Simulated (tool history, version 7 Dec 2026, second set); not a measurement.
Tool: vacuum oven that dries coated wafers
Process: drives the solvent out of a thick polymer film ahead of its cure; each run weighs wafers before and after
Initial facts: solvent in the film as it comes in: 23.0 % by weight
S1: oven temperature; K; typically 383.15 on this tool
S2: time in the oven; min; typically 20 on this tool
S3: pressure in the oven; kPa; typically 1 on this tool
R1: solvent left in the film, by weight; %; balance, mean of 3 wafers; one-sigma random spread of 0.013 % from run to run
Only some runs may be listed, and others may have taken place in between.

run    hour      S1  S2    S3    R1
  1       0  383.15  20     1  2.07
  2    60.5  393.15  20     1  0.68
  3   118.6  383.15  20     1  2.07
  4   169.8  383.15  20     1  2.06
  5   243.5  383.15  20     1  2.07
  6   316.1  383.15  20     1  2.06
  7   382.2  383.15  20  0.65  1.89
  8   435.6  370.15  20     1  6.33
  9   498.6  370.15  20     1  6.33
 10   549.1  383.15  20   2.7  2.97
 11   624.3  371.15  20     1   5.9
 12   673.4  371.15  20     1  5.92
 13   745.1  383.15  20  0.75  1.93
        756  -- vacuum gauge cleaned of residue and calibrated
 14   779.2  383.15  20  0.75  1.92
      820.7  -- oven's thermocouples calibrated
 15   826.5  383.15  20  0.75  1.93
 16   897.9  383.15  20  0.75  1.93
 17   977.9  383.15  20  0.75  1.92
 18  1028.5  383.15  20  0.75  1.94
 19    1075  383.15  20     1  2.04
 20  1126.4  383.15  20     1  2.06
 21  1194.6  383.15  20     1  2.09
 22  1265.1  383.15  10     1  5.78
 23  1298.4  383.15  10     1   5.8
 24  1344.7  383.15  10     1  5.77
 25  1395.7  379.15  20  2.16  3.77
 26  1458.8  391.15  11  3.81  3.77
 27  1528.7  372.15  12  1.01  8.87
 28  1576.6  372.15  24  0.88  4.33
 29    1628  372.15  15  3.43  8.82
 30  1697.1  372.15  15  3.43  8.83
 31  1734.2  392.15  34  1.23  0.57
 32  1804.6  388.15  19  2.09  1.79
 33  1870.6  372.15  12     1  8.85
 34  1917.2  383.15  20  3.45  3.35
     1953.5  -- oven's thermocouples calibrated
 35  1965.4  369.15  20  2.43  7.73
 36  2037.4  369.15  20  2.43  7.67
 37  2101.6  374.15  19  0.65  4.86
 38  2169.4  383.15  11  0.66  5.02
 39  2249.2  383.15  11  0.66  4.97
 40  2326.8  385.15  27  0.84  0.88
 41  2402.2  368.15  19  3.17  8.98
 42  2445.7  397.15  20  1.81  0.76
 43  2500.3  391.15  15  1.93  1.85
 44  2547.4  371.15  24  0.87  4.69
 45  2610.7  383.15  17     1  2.75
 46  2663.3  385.15  17  0.52  1.98

Forecast each of these 4 alternatives for the next run:
  A  2704.8  383.15  20  1.04   ?
  B  2704.8  383.15  17  1.22   ?
  C  2704.8  385.15  22  0.52   ?
  D  2704.8  383.15  20  2.84   ?

run    R1
  A  2.07
  B  2.84
  C  1.13
  D  3.03
What these runs would have given with no unlogged condition in the tool:
run    R1
  A  2.07
  B  2.85
  C  1.13
  D  3.03

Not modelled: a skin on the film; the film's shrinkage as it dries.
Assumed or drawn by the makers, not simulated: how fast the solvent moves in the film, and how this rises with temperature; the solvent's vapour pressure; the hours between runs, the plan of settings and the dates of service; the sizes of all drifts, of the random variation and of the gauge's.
